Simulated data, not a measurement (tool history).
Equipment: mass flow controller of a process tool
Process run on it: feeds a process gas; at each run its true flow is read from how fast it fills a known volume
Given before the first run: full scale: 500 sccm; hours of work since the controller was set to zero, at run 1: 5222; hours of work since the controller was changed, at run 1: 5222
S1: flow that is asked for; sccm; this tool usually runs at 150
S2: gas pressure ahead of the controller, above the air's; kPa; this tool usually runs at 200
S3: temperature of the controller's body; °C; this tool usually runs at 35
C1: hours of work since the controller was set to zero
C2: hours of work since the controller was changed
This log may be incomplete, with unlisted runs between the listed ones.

run 1 hour=0.0 | S1=150 S2=200 S3=35 | C1=5222 C2=5222 | true_flow_(%)=96.86
run 2 hour=233.7 | S1=150 S2=245 S3=35 | C1=5397 C2=5397 | true_flow_(%)=97.08
run 3 hour=375.4 | S1=150 S2=245 S3=35 | C1=5503 C2=5503 | true_flow_(%)=96.99
run 4 hour=568.0 | S1=150 S2=200 S3=35 | C1=5647 C2=5647 | true_flow_(%)=96.54
run 5 hour=773.5 | S1=150 S2=200 S3=35 | C1=5801 C2=5801 | true_flow_(%)=96.46
run 6 hour=957.3 | S1=150 S2=200 S3=35 | C1=5939 C2=5939 | true_flow_(%)=96.19
run 7 hour=1154.9 | S1=150 S2=200 S3=35 | C1=6087 C2=6087 | true_flow_(%)=96.43
run 8 hour=1303.8 | S1=150 S2=200 S3=35 | C1=6198 C2=6198 | true_flow_(%)=96.19
run 9 hour=1448.3 | S1=150 S2=200 S3=35 | C1=6306 C2=6306 | true_flow_(%)=96.08
run 10 hour=1676.6 | S1=150 S2=200 S3=35 | C1=6477 C2=6477 | true_flow_(%)=96.04
run 11 hour=1797.9 | S1=150 S2=200 S3=35 | C1=6568 C2=6568 | true_flow_(%)=96.03
run 12 hour=2024.0 | S1=150 S2=200 S3=35 | C1=6737 C2=6737 | true_flow_(%)=95.81
run 13 hour=2283.1 | S1=265 S2=200 S3=35 | C1=6931 C2=6931 | true_flow_(%)=98.32
-- hour=2392.4 controller's zero set anew
run 14 hour=2513.5 | S1=265 S2=200 S3=35 | C1=91 C2=7103 | true_flow_(%)=96.27
run 15 hour=2631.0 | S1=150 S2=200 S3=35 | C1=178 C2=7191 | true_flow_(%)=92.48
run 16 hour=2764.8 | S1=54 S2=200 S3=35 | C1=279 C2=7291 | true_flow_(%)=76.80
run 17 hour=2897.7 | S1=54 S2=200 S3=35 | C1=378 C2=7390 | true_flow_(%)=76.59
run 18 hour=3129.4 | S1=54 S2=200 S3=35 | C1=551 C2=7564 | true_flow_(%)=76.26
run 19 hour=3379.1 | S1=54 S2=200 S3=35 | C1=738 C2=7750 | true_flow_(%)=75.97
run 20 hour=3640.6 | S1=150 S2=200 S3=35 | C1=934 C2=7946 | true_flow_(%)=91.96
run 21 hour=3767.3 | S1=70 S2=200 S3=35 | C1=1029 C2=8041 | true_flow_(%)=81.27
-- hour=3877.5 controller's zero set anew, once more
run 22 hour=3888.3 | S1=70 S2=200 S3=35 | C1=8 C2=8131 | true_flow_(%)=100.90
run 23 hour=4047.5 | S1=70 S2=200 S3=35 | C1=127 C2=8250 | true_flow_(%)=100.88
run 24 hour=4170.8 | S1=150 S2=200 S3=35 | C1=219 C2=8342 | true_flow_(%)=100.95
run 25 hour=4310.3 | S1=150 S2=237 S3=35 | C1=324 C2=8447 | true_flow_(%)=101.14
run 26 hour=4571.8 | S1=150 S2=237 S3=35 | C1=519 C2=8642 | true_flow_(%)=100.99
run 27 hour=4801.3 | S1=150 S2=237 S3=35 | C1=691 C2=8814 | true_flow_(%)=101.01
run 28 hour=4973.8 | S1=63 S2=146 S3=20 | C1=820 C2=8943 | true_flow_(%)=98.13
run 29 hour=5163.9 | S1=150 S2=212 S3=22 | C1=963 C2=9085 | true_flow_(%)=99.84
run 30 hour=5287.5 | S1=150 S2=212 S3=22 | C1=1055 C2=9178 | true_flow_(%)=99.71
run 31 hour=5544.4 | S1=156 S2=212 S3=21 | C1=1247 C2=9370 | true_flow_(%)=99.61
run 32 hour=5711.4 | S1=66 S2=212 S3=21 | C1=1372 C2=9495 | true_flow_(%)=98.11
run 33 hour=5884.5 | S1=66 S2=203 S3=26 | C1=1502 C2=9625 | true_flow_(%)=98.10
run 34 hour=6129.2 | S1=66 S2=193 S3=28 | C1=1685 C2=9808 | true_flow_(%)=98.01
run 35 hour=6370.9 | S1=150 S2=200 S3=31 | C1=1866 C2=9989 | true_flow_(%)=99.76
run 36 hour=6559.0 | S1=150 S2=200 S3=31 | C1=2006 C2=10129 | true_flow_(%)=99.73
run 37 hour=6724.9 | S1=150 S2=200 S3=31 | C1=2130 C2=10253 | true_flow_(%)=99.45
run 38 hour=6938.4 | S1=150 S2=200 S3=31 | C1=2290 C2=10413 | true_flow_(%)=99.58
run 39 hour=7133.6 | S1=72 S2=155 S3=21 | C1=2436 C2=10559 | true_flow_(%)=96.51
run 40 hour=7310.2 | S1=106 S2=150 S3=21 | C1=2568 C2=10691 | true_flow_(%)=97.59
run 41 hour=7541.2 | S1=106 S2=170 S3=40 | C1=2741 C2=10864 | true_flow_(%)=98.58
run 42 hour=7749.5 | S1=209 S2=141 S3=29 | C1=2897 C2=11020 | true_flow_(%)=99.26
run 43 hour=7927.9 | S1=150 S2=146 S3=31 | C1=3031 C2=11154 | true_flow_(%)=98.72
run 44 hour=8101.9 | S1=93 S2=239 S3=27 | C1=3161 C2=11284 | true_flow_(%)=97.61
run 45 hour=8217.9 | S1=93 S2=239 S3=27 | C1=3248 C2=11371 | true_flow_(%)=97.43
run 46 hour=8364.0 | S1=93 S2=239 S3=27 | C1=3357 C2=11480 | true_flow_(%)=97.32
run 47 hour=8514.6 | S1=122 S2=212 S3=27 | C1=3470 C2=11593 | true_flow_(%)=98.15
run 48 hour=8620.7 | S1=122 S2=212 S3=27 | C1=3549 C2=11672 | true_flow_(%)=98.09

Predict each of these 4 candidate next runs independently; none follows another, all start after run 48:
run A hour=8754.5 | S1=133 S2=246 S3=38 | C1=3649 C2=11772 | true_flow_(%)=?
run B hour=8754.5 | S1=346 S2=236 S3=37 | C1=3649 C2=11772 | true_flow_(%)=?
run C hour=8754.5 | S1=143 S2=176 S3=25 | C1=3649 C2=11772 | true_flow_(%)=?
run D hour=8754.5 | S1=88 S2=171 S3=34 | C1=3649 C2=11772 | true_flow_(%)=?

run=A true_flow_(%)=99.29
run=B true_flow_(%)=101.23
run=C true_flow_(%)=97.99
run=D true_flow_(%)=96.82
Stripped of hidden state, with their random variation kept, the same runs would have yielded:
run=A true_flow_(%)=100.58
run=B true_flow_(%)=100.69
run=C true_flow_(%)=99.08
run=D true_flow_(%)=99.64
